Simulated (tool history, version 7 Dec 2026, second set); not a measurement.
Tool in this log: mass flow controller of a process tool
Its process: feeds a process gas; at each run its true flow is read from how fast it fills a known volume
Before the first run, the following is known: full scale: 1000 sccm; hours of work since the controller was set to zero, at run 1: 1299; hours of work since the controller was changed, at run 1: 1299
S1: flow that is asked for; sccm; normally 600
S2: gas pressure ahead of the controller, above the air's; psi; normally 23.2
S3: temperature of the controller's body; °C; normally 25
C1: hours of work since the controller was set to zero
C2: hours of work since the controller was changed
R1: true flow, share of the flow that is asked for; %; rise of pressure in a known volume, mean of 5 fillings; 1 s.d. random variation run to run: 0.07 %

Run 1, day 0: usual settings; C1 1299; C2 1299. Result: R1 99.4 %.
Run 2, day 21.104: usual settings; C1 1474; C2 1474. Result: R1 99.6 %.
Run 3, day 33.142: usual settings; C1 1574; C2 1574. Result: R1 99.78 %.
Run 4, day 52.325: usual settings but S3 21 °C; C1 1732; C2 1732. Result: R1 99.7 %.
Run 5, day 70.471: usual settings but S3 21 °C; C1 1883; C2 1883. Result: R1 99.77 %.
Run 6, day 93.033: usual settings but S3 21 °C; C1 2069; C2 2069. Result: R1 99.99 %.
Run 7, day 116.546: usual settings but S3 21 °C; C1 2264; C2 2264. Result: R1 100 %.
Run 8, day 138.771: usual settings but S1 179 sccm; C1 2448; C2 2448. Result: R1 100.47 %.
Run 9, day 150.146: usual settings but S1 179 sccm; C1 2542; C2 2542. Result: R1 100.48 %.
Run 10, day 165.842: usual settings; C1 2672; C2 2672. Result: R1 100.37 %.
At day 167.904: controller's zero set anew.
Run 11, day 186.075: usual settings; C1 150; C2 2839. Result: R1 100.83 %.
Run 12, day 209.071: usual settings; C1 341; C2 3030. Result: R1 100.95 %.
Run 13, day 226.342: usual settings; C1 484; C2 3173. Result: R1 101.17 %.
Run 14, day 246.567: usual settings; C1 651; C2 3340. Result: R1 101.07 %.
At day 251.717: controller's zero set anew, once more.
Run 15, day 263.5: usual settings; C1 98; C2 3480. Result: R1 99.95 %.
Run 16, day 283.558: usual settings; C1 264; C2 3646. Result: R1 100.23 %.
Run 17, day 300.329: usual settings; C1 402; C2 3785. Result: R1 100.26 %.
Run 18, day 319.2: usual settings; C1 559; C2 3941. Result: R1 100.31 %.
Run 19, day 328.958: usual settings; C1 639; C2 4022. Result: R1 100.34 %.
Run 20, day 349.888: usual settings but S1 122 sccm, S2 30.9 psi, S3 23 °C; C1 813; C2 4195. Result: R1 100.02 %.
Run 21, day 370.45: usual settings but S1 270 sccm, S2 30.9 psi; C1 983; C2 4365. Result: R1 99.87 %.
Run 22, day 384.312: usual settings but S1 465 sccm, S2 20.6 psi, S3 38 °C; C1 1097; C2 4480. Result: R1 100.71 %.
Run 23, day 406.517: usual settings but S1 465 sccm, S2 20.6 psi, S3 38 °C; C1 1281; C2 4664. Result: R1 100.8 %.
Run 24, day 420.721: usual settings but S1 465 sccm, S2 20.6 psi, S3 38 °C; C1 1399; C2 4781. Result: R1 100.89 %.

For run 25, what comes out?
Run 25, day 430.512: usual settings but S1 487 sccm, S2 20.6 psi, S3 36 °C; C1 1480; C2 4862. Result: R1 ?.

Run 25 produced R1 100.96 %.
Were there no unlogged condition in the tool, this run, its random variation unchanged, would have produced R1 98.66 %.

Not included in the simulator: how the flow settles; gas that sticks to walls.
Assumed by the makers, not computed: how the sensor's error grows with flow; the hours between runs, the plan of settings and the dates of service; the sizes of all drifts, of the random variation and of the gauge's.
